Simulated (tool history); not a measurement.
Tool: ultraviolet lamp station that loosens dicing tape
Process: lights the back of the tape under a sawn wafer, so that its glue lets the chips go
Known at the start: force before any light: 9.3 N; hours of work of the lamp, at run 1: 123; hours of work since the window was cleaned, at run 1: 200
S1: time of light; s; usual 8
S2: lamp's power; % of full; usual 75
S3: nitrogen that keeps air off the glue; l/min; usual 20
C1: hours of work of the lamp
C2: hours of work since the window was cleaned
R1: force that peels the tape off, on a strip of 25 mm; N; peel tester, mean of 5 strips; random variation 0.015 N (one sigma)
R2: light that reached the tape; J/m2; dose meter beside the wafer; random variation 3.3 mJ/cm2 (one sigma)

Run 1, hour 0: usual settings; C1 123; C2 200. Result: R1 0.901 N, R2 4660 J/m2.
Run 2, hour 9: usual settings; C1 129; C2 206. Result: R1 0.935 N, R2 4670 J/m2.
Run 3, hour 22.6: usual settings; C1 138; C2 215. Result: R1 0.906 N, R2 4670 J/m2.
Run 4, hour 32: usual settings; C1 144; C2 222. Result: R1 0.905 N, R2 4600 J/m2.
Run 5, hour 42.2: usual settings; C1 151; C2 228. Result: R1 0.928 N, R2 4590 J/m2.
Run 6, hour 49.7: usual settings; C1 156; C2 233. Result: R1 0.968 N, R2 4630 J/m2.
Run 7, hour 61.4: usual settings but S1 6 s; C1 163; C2 241. Result: R1 1.58 N, R2 3380 J/m2.
Run 8, hour 70.9: usual settings but S1 6 s; C1 170; C2 247. Result: R1 1.568 N, R2 3430 J/m2.
Run 9, hour 84.7: usual settings but S1 6 s; C1 179; C2 257. Result: R1 1.571 N, R2 3360 J/m2.
At hour 91.1: window cleaned of glue's vapour.
Run 10, hour 96.8: usual settings but S1 6 s; C1 187; C2 4. Result: R1 1.796 N, R2 3220 J/m2.
Run 11, hour 113.8: usual settings but S1 6 s; C1 198; C2 15. Result: R1 1.761 N, R2 3200 J/m2.
Run 12, hour 131.2: usual settings but S1 6 s; C1 209; C2 27. Result: R1 1.814 N, R2 3190 J/m2.
Run 13, hour 143: usual settings but S1 6 s; C1 217; C2 35. Result: R1 1.816 N, R2 3190 J/m2.
Run 14, hour 151.6: usual settings but S1 6 s; C1 223; C2 40. Result: R1 1.883 N, R2 3170 J/m2.
Run 15, hour 158.7: usual settings but S1 6 s; C1 228; C2 45. Result: R1 1.835 N, R2 3130 J/m2.
At hour 162: window cleaned of glue's vapour, once more.
Run 16, hour 169.1: usual settings but S1 6 s, S2 73 % of full; C1 234; C2 5. Result: R1 1.445 N, R2 3610 J/m2.
Run 17, hour 177.6: usual settings but S1 5 s, S2 73 % of full; C1 240; C2 10. Result: R1 2.019 N, R2 2970 J/m2.
Run 18, hour 191.8: usual settings but S1 14 s, S2 94 % of full, S3 11 l/min; C1 249; C2 20. Result: R1 0.281 N, R2 10650 J/m2.
Run 19, hour 199.3: usual settings but S2 72 % of full, S3 9 l/min; C1 254; C2 25. Result: R1 1.497 N, R2 4630 J/m2.
Run 20, hour 212.1: usual settings but S2 77 % of full, S3 12 l/min; C1 263; C2 33. Result: R1 1.09 N, R2 5000 J/m2.
Run 21, hour 224.9: usual settings but S1 14 s, S2 96 % of full, S3 36 l/min; C1 271; C2 42. Result: R1 0.214 N, R2 10700 J/m2.
Run 22, hour 237.3: usual settings but S1 4 s, S3 33 l/min; C1 280; C2 50. Result: R1 2.236 N, R2 2390 J/m2.
Run 23, hour 248.9: usual settings but S1 4 s, S3 33 l/min; C1 287; C2 58. Result: R1 2.236 N, R2 2390 J/m2.
Run 24, hour 260.7: usual settings but S1 4 s, S3 33 l/min; C1 295; C2 66. Result: R1 2.201 N, R2 2380 J/m2.
Run 25, hour 275.2: usual settings but S1 4 s, S2 83 % of full, S3 16 l/min; C1 305; C2 75. Result: R1 2.693 N, R2 2600 J/m2.
Run 26, hour 285.2: usual settings but S1 4 s, S2 72 % of full, S3 6 l/min; C1 311; C2 82. Result: R1 4.282 N, R2 2290 J/m2.
Run 27, hour 294.6: usual settings but S1 4 s, S2 72 % of full, S3 6 l/min; C1 318; C2 88. Result: R1 4.22 N, R2 2240 J/m2.
Run 28, hour 307.3: usual settings but S1 4 s, S2 72 % of full, S3 6 l/min; C1 326; C2 97. Result: R1 4.347 N, R2 2220 J/m2.
Run 29, hour 319.9: usual settings but S1 4 s, S2 72 % of full, S3 6 l/min; C1 335; C2 105. Result: R1 4.358 N, R2 2180 J/m2.
Run 30, hour 333.1: usual settings but S1 4 s, S2 72 % of full, S3 6 l/min; C1 343; C2 114. Result: R1 4.327 N, R2 2220 J/m2.
Run 31, hour 344.8: usual settings but S1 4 s, S2 72 % of full, S3 6 l/min; C1 351; C2 122. Result: R1 4.291 N, R2 2160 J/m2.

The same runs without the tool's hidden state, with the same run-to-run variation:
The hidden state here: lamp's light, % of a new lamp's; light that the window lets through, % of a clean one's; drift of the gauge itself on peel_n, %; drift of the gauge itself on dose_mj_cm2, %.
run     R1     R2
  1  0.721   5210
  2  0.744   5240
  3  0.712   5260
  4  0.706   5210
  5  0.718   5210
  6  0.744   5270
  7  1.253   3880
  8  1.236   3930
  9  1.226   3880
 10  1.292   3910
 11  1.255   3910
 12  1.276   3930
 13  1.269   3950
 14  1.309   3940
 15  1.272   3900
 16  1.297   3830
 17   1.83   3170
 18  0.258  11440
 19  1.319   4990
 20  0.937   5400
 21   0.21  11630
 22  1.973   2610
 23  1.962   2620
 24  1.917   2620
 25  2.359   2880
 26  3.925   2540
 27  3.856   2500
 28  3.957   2490
 29  3.952   2470
 30  3.909   2520
 31  3.862   2460
